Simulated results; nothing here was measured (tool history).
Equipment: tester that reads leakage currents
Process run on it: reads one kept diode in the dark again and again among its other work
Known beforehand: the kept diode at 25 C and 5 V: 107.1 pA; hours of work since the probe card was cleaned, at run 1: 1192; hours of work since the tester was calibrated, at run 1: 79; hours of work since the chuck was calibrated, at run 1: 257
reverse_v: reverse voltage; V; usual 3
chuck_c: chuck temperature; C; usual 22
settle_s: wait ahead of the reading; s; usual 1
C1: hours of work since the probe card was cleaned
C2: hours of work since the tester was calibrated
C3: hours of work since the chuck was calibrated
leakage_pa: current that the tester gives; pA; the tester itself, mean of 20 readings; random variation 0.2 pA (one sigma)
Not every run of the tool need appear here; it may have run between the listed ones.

{"run": 1, "hour": 0.0, "reverse_v": 3, "chuck_c": 22, "settle_s": 1, "C1": 1192, "C2": 79, "C3": 257, "leakage_pa": 64.26}
{"run": 2, "hour": 21.3, "reverse_v": 3, "chuck_c": 22, "settle_s": 1, "C1": 1203, "C2": 91, "C3": 268, "leakage_pa": 63.73}
{"run": 3, "hour": 51.4, "reverse_v": 3, "chuck_c": 22, "settle_s": 1, "C1": 1219, "C2": 106, "C3": 284, "leakage_pa": 64.03}
{"run": 4, "hour": 68.9, "reverse_v": 1.81, "chuck_c": 22, "settle_s": 1, "C1": 1229, "C2": 116, "C3": 293, "leakage_pa": 46.91}
{"run": 5, "hour": 98.4, "reverse_v": 12.76, "chuck_c": 22, "settle_s": 1, "C1": 1244, "C2": 131, "C3": 308, "leakage_pa": 156.54}
{"run": 6, "hour": 124.7, "reverse_v": 12.76, "chuck_c": 22, "settle_s": 1, "C1": 1258, "C2": 145, "C3": 322, "leakage_pa": 157.08}
{"run": 7, "hour": 149.0, "reverse_v": 3, "chuck_c": 24, "settle_s": 1, "C1": 1271, "C2": 158, "C3": 335, "leakage_pa": 74.68}
{"run": 8, "hour": 163.6, "reverse_v": 3, "chuck_c": 24, "settle_s": 1, "C1": 1278, "C2": 165, "C3": 343, "leakage_pa": 74.69}
{"run": 9, "hour": 192.2, "reverse_v": 3, "chuck_c": 24, "settle_s": 1, "C1": 1293, "C2": 180, "C3": 358, "leakage_pa": 74.57}
{"hour": 196.0, "done": "tester calibrated"}
{"run": 10, "hour": 223.1, "reverse_v": 1.14, "chuck_c": 22, "settle_s": 1, "C1": 1308, "C2": 14, "C3": 373, "leakage_pa": 35.41}
{"run": 11, "hour": 255.7, "reverse_v": 1.14, "chuck_c": 22, "settle_s": 1.02, "C1": 1326, "C2": 31, "C3": 390, "leakage_pa": 35.19}
{"run": 12, "hour": 272.8, "reverse_v": 1.14, "chuck_c": 22, "settle_s": 1.02, "C1": 1335, "C2": 40, "C3": 399, "leakage_pa": 35.51}
{"hour": 289.0, "done": "tester calibrated, once more"}
{"run": 13, "hour": 296.4, "reverse_v": 7.38, "chuck_c": 22, "settle_s": 1.02, "C1": 1346, "C2": 4, "C3": 410, "leakage_pa": 111.32}
{"run": 14, "hour": 327.4, "reverse_v": 3.36, "chuck_c": 39, "settle_s": 0.31, "C1": 1362, "C2": 20, "C3": 426, "leakage_pa": 240.69}
{"run": 15, "hour": 345.7, "reverse_v": 14.06, "chuck_c": 52, "settle_s": 0.35, "C1": 1372, "C2": 30, "C3": 436, "leakage_pa": 1371.03}
{"run": 16, "hour": 359.5, "reverse_v": 14.06, "chuck_c": 52, "settle_s": 0.35, "C1": 1379, "C2": 37, "C3": 443, "leakage_pa": 1370.27}
{"run": 17, "hour": 378.1, "reverse_v": 18.03, "chuck_c": 52, "settle_s": 0.85, "C1": 1389, "C2": 47, "C3": 453, "leakage_pa": 1578.05}
{"run": 18, "hour": 406.8, "reverse_v": 3, "chuck_c": 47, "settle_s": 0.32, "C1": 1404, "C2": 62, "C3": 468, "leakage_pa": 388.93}
{"run": 19, "hour": 425.6, "reverse_v": 3, "chuck_c": 48, "settle_s": 1, "C1": 1414, "C2": 72, "C3": 478, "leakage_pa": 413.94}
{"run": 20, "hour": 443.1, "reverse_v": 3, "chuck_c": 48, "settle_s": 0.54, "C1": 1423, "C2": 81, "C3": 487, "leakage_pa": 413.84}
{"run": 21, "hour": 469.3, "reverse_v": 1.26, "chuck_c": 24, "settle_s": 0.54, "C1": 1437, "C2": 95, "C3": 501, "leakage_pa": 43.9}
{"run": 22, "hour": 497.2, "reverse_v": 7.88, "chuck_c": 43, "settle_s": 8.85, "C1": 1451, "C2": 109, "C3": 516, "leakage_pa": 522.18}
{"run": 23, "hour": 528.3, "reverse_v": 1.02, "chuck_c": 58, "settle_s": 0.55, "C1": 1468, "C2": 126, "C3": 532, "leakage_pa": 418.99}
{"run": 24, "hour": 545.7, "reverse_v": 9.81, "chuck_c": 38, "settle_s": 0.39, "C1": 1477, "C2": 135, "C3": 541, "leakage_pa": 423.95}
{"run": 25, "hour": 560.1, "reverse_v": 9.81, "chuck_c": 38, "settle_s": 0.39, "C1": 1484, "C2": 142, "C3": 549, "leakage_pa": 424.96}

Selected run-to-run steps in leakage_pa, each split into two signed amounts: the part the tool would show with no hidden state at all (from settings, incoming material and random variation), and the remainder, which goes to the hidden state together with any gauge scatter not common to the measured and the hidden-state-free results:
The hidden state here: stray current of the dirty probe card, pA a volt; current scale over the true one, %; true chuck temperature over the reading, C; drift of the gauge itself on leakage_pa, %.
Run 14 -> 15: reverse_v 3.36 -> 14.06, chuck_c 39 -> 52, settle_s 0.31 -> 0.35. leakage_pa +1130.34 pA: hidden state -15.15, all else +1145.49.
Run 17 -> 18: reverse_v 18.03 -> 3, chuck_c 52 -> 47, settle_s 0.85 -> 0.32. leakage_pa -1189.12 pA: hidden state +13.61, all else -1202.73.
